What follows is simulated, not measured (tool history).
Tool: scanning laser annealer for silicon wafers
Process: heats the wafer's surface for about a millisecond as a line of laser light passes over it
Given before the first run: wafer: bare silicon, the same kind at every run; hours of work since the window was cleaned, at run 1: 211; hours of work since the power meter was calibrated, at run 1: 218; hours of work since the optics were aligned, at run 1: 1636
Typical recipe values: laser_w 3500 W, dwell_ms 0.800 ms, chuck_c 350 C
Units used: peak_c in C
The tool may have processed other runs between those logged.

run	hour	laser_w	dwell_ms	chuck_c	hours of work since the window was cleaned	hours of work since the power meter was calibrated	hours of work since the optics were aligned	peak_c
1	0.0	3500	0.800	350	211	218	1636	1146
2	10.8	3500	0.800	350	215	223	1641	1144
3	20.3	3500	0.800	350	219	227	1645	1146
4	34.0	3014	0.800	350	225	232	1651	1005
5	48.9	3014	0.800	350	231	239	1657	1002
6	62.2	3500	0.800	350	237	244	1663	1141
7	81.0	3500	0.800	350	245	252	1671	1138
8	98.9	3500	0.800	350	252	260	1678	1144
# hour 102.0: window over the wafer cleaned
9	112.8	3500	0.800	350	5	265	1683	1134
10	131.2	3500	0.800	350	12	272	1691	1132
11	147.8	3500	0.800	350	19	279	1698	1133
# hour 162.1: window over the wafer cleaned, once more
12	164.4	3500	0.800	350	1	285	1704	1174
13	178.7	3500	0.800	350	7	291	1710	1171
14	197.4	3500	0.800	350	15	299	1718	1168
15	216.5	3500	0.800	350	23	307	1726	1170
16	226.6	3500	0.800	350	27	312	1730	1169
17	243.2	3089	0.800	350	34	319	1737	1044
18	256.1	3089	0.800	350	40	324	1742	1043
19	269.9	3661	0.927	332	45	330	1748	1266
20	279.4	3500	0.800	358	49	334	1752	1170

Expected results for the next run?
21	294.9	3500	0.800	358	56	340	1759	?

peak_c: 1173 C
Without the tool's hidden state the same run would have given peak_c 1206 C.
